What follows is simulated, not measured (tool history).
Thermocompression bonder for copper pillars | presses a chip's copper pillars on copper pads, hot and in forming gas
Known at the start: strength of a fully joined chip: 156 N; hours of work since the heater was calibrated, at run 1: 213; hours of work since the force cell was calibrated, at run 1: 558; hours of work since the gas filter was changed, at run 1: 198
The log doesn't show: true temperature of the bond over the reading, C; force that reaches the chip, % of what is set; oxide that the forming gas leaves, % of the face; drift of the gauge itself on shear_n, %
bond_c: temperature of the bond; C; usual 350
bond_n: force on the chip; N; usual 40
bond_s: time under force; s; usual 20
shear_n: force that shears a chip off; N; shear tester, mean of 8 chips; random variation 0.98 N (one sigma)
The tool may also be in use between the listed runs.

run	hour	bond_c	bond_n	bond_s	hours of work since the heater was calibrated	hours of work since the force cell was calibrated	hours of work since the gas filter was changed	shear_n
1	0	350	40	20	213	558	198	99.5
2	12	350	40	20	220	565	205	100.3
3	25	350	40	20	227	573	213	99.1
4	44.4	350	40	20	239	584	224	97.8
5	58.2	350	40	20	247	592	232	98
6	76.5	350	40	20	257	603	243	99.7
7	88.4	352	40	20	264	609	249	98.8
8	97.3	350	40	21	269	615	255	99.6
9	107.3	350	40	20	275	620	260	97.8
10	127	350	40	20	286	632	272	96.4
11	139	350	40	20	293	639	279	98
12	157.9	350	40	20	304	650	290	96.5
13	176.1	359	40	49	315	660	300	129.5
14	185	334	28	46	320	665	305	95.9
15	194.8	350	50	17	326	671	311	100.6
16	204	334	34	16	331	676	316	72.2
17	218.4	335	47	13	339	685	325	79.5
18	234.1	350	42	15	348	694	334	91.7
19	244	350	42	15	354	699	339	92.6
20	262.6	325	42	12	365	710	350	63.2
21	281.1	320	43	51	375	721	361	98.1
22	295.3	350	40	40	384	729	369	116.1
23	305.3	344	31	57	390	735	375	112.9
24	320.6	339	40	17	398	744	384	83.2

Forecast each of these 3 alternatives for the next run:
A	335.8	339	27	34	407	753	393	?
B	335.8	350	40	33	407	753	393	?
C	335.8	350	51	18	407	753	393	?

run	shear_n
A	87.2
B	111.4
C	102.3
Without the tool's hidden state the same runs would have given:
run	shear_n
A	87.5
B	111.7
C	102.6

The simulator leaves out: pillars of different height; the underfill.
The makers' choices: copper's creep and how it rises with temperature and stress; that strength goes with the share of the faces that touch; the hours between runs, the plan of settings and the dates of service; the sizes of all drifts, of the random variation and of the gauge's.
